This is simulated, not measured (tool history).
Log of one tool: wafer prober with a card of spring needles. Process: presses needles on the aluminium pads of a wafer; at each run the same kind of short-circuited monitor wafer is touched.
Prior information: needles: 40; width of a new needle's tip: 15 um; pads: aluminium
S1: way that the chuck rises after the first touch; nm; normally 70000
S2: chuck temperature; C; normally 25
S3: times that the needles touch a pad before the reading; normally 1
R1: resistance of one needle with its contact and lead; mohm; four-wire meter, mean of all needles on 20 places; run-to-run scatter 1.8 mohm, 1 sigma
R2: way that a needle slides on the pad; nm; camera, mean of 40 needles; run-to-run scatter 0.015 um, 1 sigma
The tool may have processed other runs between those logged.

run   hour     S1   S2  S3   R1     R2
  1    0.0  70000   25   1  188  10400
       3.9  -- tips cleaned on abrasive film
       7.7  -- tips cleaned on abrasive film
      12.5  -- tips cleaned on abrasive film
      17.3  -- tips cleaned on abrasive film
      22.1  -- tips cleaned on abrasive film
      26.9  -- tips cleaned on abrasive film
      31.0  -- tips cleaned on abrasive film
  2   31.0  70000   25   1  185  10360
      35.7  -- tips cleaned on abrasive film
      40.5  -- tips cleaned on abrasive film
      44.4  -- tips cleaned on abrasive film
      49.2  -- tips cleaned on abrasive film
      54.0  -- tips cleaned on abrasive film
      58.5  -- tips cleaned on abrasive film
  3   58.5  70000   25   1  188  10330
      62.4  -- tips cleaned on abrasive film
      66.2  -- tips cleaned on abrasive film
      71.0  -- tips cleaned on abrasive film
      74.9  -- tips cleaned on abrasive film
      79.6  -- tips cleaned on abrasive film
      84.4  -- tips cleaned on abrasive film
      89.2  -- tips cleaned on abrasive film
      94.0  -- tips cleaned on abrasive film
  4   96.4  70000   25   1  211  10290
      98.3  -- tips cleaned on abrasive film
     103.1  -- tips cleaned on abrasive film
     107.9  -- tips cleaned on abrasive film
     111.8  -- tips cleaned on abrasive film
     116.5  -- tips cleaned on abrasive film
     120.4  -- tips cleaned on abrasive film
     124.3  -- tips cleaned on abrasive film
     129.0  -- tips cleaned on abrasive film, once more
     129.3  -- height of the first contact set anew
  5  129.9  70000   51   1  199  10480
     133.8  -- tips cleaned on abrasive film
     138.5  -- tips cleaned on abrasive film
     142.4  -- tips cleaned on abrasive film
     147.2  -- tips cleaned on abrasive film
     152.0  -- tips cleaned on abrasive film
     156.8  -- tips cleaned on abrasive film
     161.5  -- tips cleaned on abrasive film
  6  165.1  70000   51   1  228  10450
     166.1  -- tips cleaned on abrasive film
     170.9  -- tips cleaned on abrasive film
     174.8  -- tips cleaned on abrasive film
     179.6  -- tips cleaned on abrasive film
     184.4  -- tips cleaned on abrasive film
     188.4  -- tips cleaned on abrasive film
  7  188.4  70000   51   1  189  10370
     193.2  -- tips cleaned on abrasive film
     198.0  -- tips cleaned on abrasive film
     202.8  -- tips cleaned on abrasive film
     207.6  -- tips cleaned on abrasive film
     212.4  -- tips cleaned on abrasive film
     217.2  -- tips cleaned on abrasive film
     221.7  -- tips cleaned on abrasive film
  8  221.7  70000   25   1  187  10350
     226.5  -- tips cleaned on abrasive film
     231.3  -- tips cleaned on abrasive film
     235.1  -- tips cleaned on abrasive film
     239.9  -- tips cleaned on abrasive film
     244.7  -- tips cleaned on abrasive film
     249.5  -- tips cleaned on abrasive film
  9  250.1  70000   25   1  194  10290
     253.9  -- tips cleaned on abrasive film
     257.8  -- tips cleaned on abrasive film
     262.5  -- tips cleaned on abrasive film
     266.4  -- tips cleaned on abrasive film
     270.2  -- tips cleaned on abrasive film
     275.0  -- tips cleaned on abrasive film
     279.8  -- tips cleaned on abrasive film
     281.1  -- height of the first contact set anew
     284.0  -- tips cleaned on abrasive film
     288.8  -- tips cleaned on abrasive film
 10  289.1  84000   25   1  188  12560
     292.9  -- tips cleaned on abrasive film
     297.7  -- tips cleaned on abrasive film
     302.5  -- tips cleaned on abrasive film
     307.3  -- tips cleaned on abrasive film
 11  309.9  84000   25   1  205  12480
     311.8  -- tips cleaned on abrasive film
     316.6  -- tips cleaned on abrasive film
     321.4  -- tips cleaned on abrasive film
     326.2  -- tips cleaned on abrasive film
     330.3  -- tips cleaned on abrasive film
 12  330.3  68000   66   3  193  10090
     335.1  -- tips cleaned on abrasive film
     339.9  -- tips cleaned on abrasive film
     344.6  -- tips cleaned on abrasive film
     349.4  -- tips cleaned on abrasive film
     354.2  -- tips cleaned on abrasive film
 13  355.5  68000   66   3  203  10060
     358.4  -- tips cleaned on abrasive film
     363.2  -- tips cleaned on abrasive film
     368.0  -- tips cleaned on abrasive film
     371.8  -- tips cleaned on abrasive film
     376.6  -- tips cleaned on abrasive film
     381.4  -- tips cleaned on abrasive film
 14  384.3  89000   25   1  206  13130
     385.3  -- tips cleaned on abrasive film
     389.2  -- tips cleaned on abrasive film
     393.0  -- tips cleaned on abrasive film
     397.8  -- tips cleaned on abrasive film
     402.6  -- tips cleaned on abrasive film
 15  403.8  54000   79   2  215   7910
     406.7  -- tips cleaned on abrasive film
     411.5  -- tips cleaned on abrasive film
     415.3  -- tips cleaned on abrasive film
     420.1  -- tips cleaned on abrasive film
     424.9  -- tips cleaned on abrasive film
 16  426.0  71000   50   3  194  10400
     428.9  -- tips cleaned on abrasive film
     433.0  -- height of the first contact set anew
     434.0  -- tips cleaned on abrasive film
     438.8  -- tips cleaned on abrasive film
     443.6  -- tips cleaned on abrasive film
     448.4  -- tips cleaned on abrasive film
     453.1  -- tips cleaned on abrasive film
     457.9  -- tips cleaned on abrasive film
 17  461.4  73000  113   1  233  10850
     462.5  -- tips cleaned on abrasive film
     467.2  -- tips cleaned on abrasive film
     472.0  -- tips cleaned on abrasive film
     475.9  -- tips cleaned on abrasive film
     480.7  -- tips cleaned on abrasive film
 18  481.5  73000  113   1  213  10830
     485.4  -- tips cleaned on abrasive film
     489.2  -- tips cleaned on abrasive film
     494.0  -- tips cleaned on abrasive film
     498.8  -- tips cleaned on abrasive film
     503.6  -- tips cleaned on abrasive film
     508.4  -- tips cleaned on abrasive film
     513.1  -- tips cleaned on abrasive film
 19  514.6  70000   44   2  202  10340
     517.5  -- tips cleaned on abrasive film
     522.3  -- tips cleaned on abrasive film
     526.1  -- tips cleaned on abrasive film
     530.0  -- tips cleaned on abrasive film
     534.8  -- tips cleaned on abrasive film
     538.9  -- tips cleaned on abrasive film
 20  538.9  77000   25   1  184  11350
     543.7  -- tips cleaned on abrasive film
     548.5  -- tips cleaned on abrasive film
     553.3  -- tips cleaned on abrasive film
     557.1  -- tips cleaned on abrasive film
 21  558.2  52000  118   2  219   7580

Alternative continuations, all from the tool just after run 21; predict every row:
     561.2  -- tips cleaned on abrasive film
     565.9  -- tips cleaned on abrasive film
     569.8  -- tips cleaned on abrasive film
     574.6  -- tips cleaned on abrasive film
     578.4  -- tips cleaned on abrasive film
     583.2  -- tips cleaned on abrasive film
     584.5  -- height of the first contact set anew
     587.4  -- tips cleaned on abrasive film
     592.2  -- tips cleaned on abrasive film
     596.6  -- tips cleaned on abrasive film
  A  596.6  79000   60   2   ?   ?
     561.2  -- tips cleaned on abrasive film
     565.9  -- tips cleaned on abrasive film
     569.8  -- tips cleaned on abrasive film
     574.6  -- tips cleaned on abrasive film
     578.4  -- tips cleaned on abrasive film
     583.2  -- tips cleaned on abrasive film
     584.5  -- height of the first contact set anew
     587.4  -- tips cleaned on abrasive film
     592.2  -- tips cleaned on abrasive film
     596.6  -- tips cleaned on abrasive film
  B  596.6  74000  118   3   ?   ?
     561.2  -- tips cleaned on abrasive film
     565.9  -- tips cleaned on abrasive film
     569.8  -- tips cleaned on abrasive film
     574.6  -- tips cleaned on abrasive film
     578.4  -- tips cleaned on abrasive film
     583.2  -- tips cleaned on abrasive film
     584.5  -- height of the first contact set anew
     587.4  -- tips cleaned on abrasive film
     592.2  -- tips cleaned on abrasive film
     596.6  -- tips cleaned on abrasive film
  C  596.6  52000   29   2   ?   ?

run   R1     R2
  A  188  11810
  B  203  11050
  C  190   7760
What these runs would have given with no unlogged condition in the tool:
run   R1     R2
  A  186  11830
  B  201  11070
  C  185   7780

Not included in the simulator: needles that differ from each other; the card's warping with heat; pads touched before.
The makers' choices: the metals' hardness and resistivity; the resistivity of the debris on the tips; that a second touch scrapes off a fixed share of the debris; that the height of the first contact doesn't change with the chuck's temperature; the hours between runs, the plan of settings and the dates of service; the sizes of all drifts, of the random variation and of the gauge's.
